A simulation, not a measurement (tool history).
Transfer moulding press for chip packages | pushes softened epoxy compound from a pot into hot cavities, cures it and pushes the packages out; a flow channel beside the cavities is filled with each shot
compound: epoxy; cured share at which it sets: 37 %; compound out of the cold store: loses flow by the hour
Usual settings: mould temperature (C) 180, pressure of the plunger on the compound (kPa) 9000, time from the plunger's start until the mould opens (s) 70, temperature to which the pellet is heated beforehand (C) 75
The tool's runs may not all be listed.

run	day	mould temperature (C)	pressure of the plunger on the compound (kPa)	time from the plunger's start until the mould opens (s)	temperature to which the pellet is heated beforehand (C)	incoming compound's hours out of the cold store	length that the compound runs in the flow channel (mm)	greatest force on the pins that push the packages out (N)
1	0	180	9000	70	75	34.1	626	250
# day 1.879: cavities cleaned with cleaning compound and waxed
2	2.804	180	9000	70	75	16.8	670	280
# day 4.1: cavities cleaned with cleaning compound and waxed
# day 6.3: cavities cleaned with cleaning compound and waxed
3	6.612	180	9000	70	75	36.4	608	231
# day 8.683: cavities cleaned with cleaning compound and waxed
4	10.125	180	9000	70	75	42.9	574	289
# day 10.425: plunger's sealing rings changed
# day 10.983: cavities cleaned with cleaning compound and waxed
# day 12.062: mould's thermocouples calibrated
# day 13.462: cavities cleaned with cleaning compound and waxed
5	13.638	180	9000	70	75	47.5	583	225
# day 15.8: cavities cleaned with cleaning compound and waxed
6	17.133	180	9000	70	75	40.9	595	284
# day 18.296: cavities cleaned with cleaning compound and waxed
# day 20.717: cavities cleaned with cleaning compound and waxed
7	21.088	184	9000	70	75	42.5	575	212
# day 22.925: cavities cleaned with cleaning compound and waxed
# day 23.654: plunger's sealing rings changed
8	24.808	184	9000	70	75	42.3	592	259
# day 25.362: cavities cleaned with cleaning compound and waxed
# day 27.625: cavities cleaned with cleaning compound and waxed
9	27.692	172	9020	68	75	28.4	659	421
# day 30: cavities cleaned with cleaning compound and waxed
10	30.288	172	9020	68	75	39.4	615	420
# day 32.258: cavities cleaned with cleaning compound and waxed
11	34.171	172	9020	68	75	15.6	692	594
# day 34.675: cavities cleaned with cleaning compound and waxed
12	36.042	172	9020	68	75	15.4	685	587
# day 36.738: plunger's sealing rings changed
# day 37.054: cavities cleaned with cleaning compound and waxed
# day 39.279: cavities cleaned with cleaning compound and waxed
13	39.688	172	10300	68	84	43.2	648	416
14	41.346	172	10300	68	84	8.6	783	605

Run 15 comes next. What will it give?
# day 41.612: cavities cleaned with cleaning compound and waxed
# day 43.883: cavities cleaned with cleaning compound and waxed
15	44.2	180	8380	70	79	10.6	?	?

length that the compound runs in the flow channel (mm): 673
greatest force on the pins that push the packages out (N): 249
Without the tool's hidden state the same run would have given length that the compound runs in the flow channel (mm) 692, greatest force on the pins that push the packages out (N) 233.
